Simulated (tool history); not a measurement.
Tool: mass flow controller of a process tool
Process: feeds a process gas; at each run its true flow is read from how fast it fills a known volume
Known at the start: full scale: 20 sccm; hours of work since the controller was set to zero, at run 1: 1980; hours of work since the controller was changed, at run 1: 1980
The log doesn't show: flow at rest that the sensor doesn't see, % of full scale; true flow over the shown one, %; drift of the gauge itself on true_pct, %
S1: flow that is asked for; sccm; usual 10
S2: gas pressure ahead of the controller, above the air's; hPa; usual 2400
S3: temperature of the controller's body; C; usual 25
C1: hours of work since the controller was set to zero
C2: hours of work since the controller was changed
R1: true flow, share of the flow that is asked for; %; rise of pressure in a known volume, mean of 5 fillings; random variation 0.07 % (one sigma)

run,hour,S1,S2,S3,C1,C2,R1
1,0,10,2400,25,1980,1980,98.45
2,91.3,10,2400,25,2015,2015,98.69
3,270,10,2400,25,2084,2084,98.86
4,495.9,10,2400,25,2171,2171,98.96
5,609.6,10,2400,25,2215,2215,98.91
6,759.5,10,2400,25,2272,2272,99.1
7,920.6,4,2400,25,2335,2335,98.2
8,1045.3,10,2400,25,2383,2383,99.24
9,1225.4,10,2400,25,2452,2452,99.53
10,1402,10,2400,25,2520,2520,99.45
11,1553.5,10,2400,25,2579,2579,99.63
12,1758.4,10,1550,37,2658,2658,99.62
13,1901,5,2400,20,2713,2713,98.86
14,2037.9,15,2400,24,2765,2765,100.67
15,2241.8,15,2400,24,2844,2844,100.93
16,2456.4,11,2100,26,2927,2927,100.25

Forecast run 17:
17,2664.2,8,2530,23,3007,3007,?

R1: 99.91 %
Without the tool's hidden state the same run would have given R1 98.22 %.
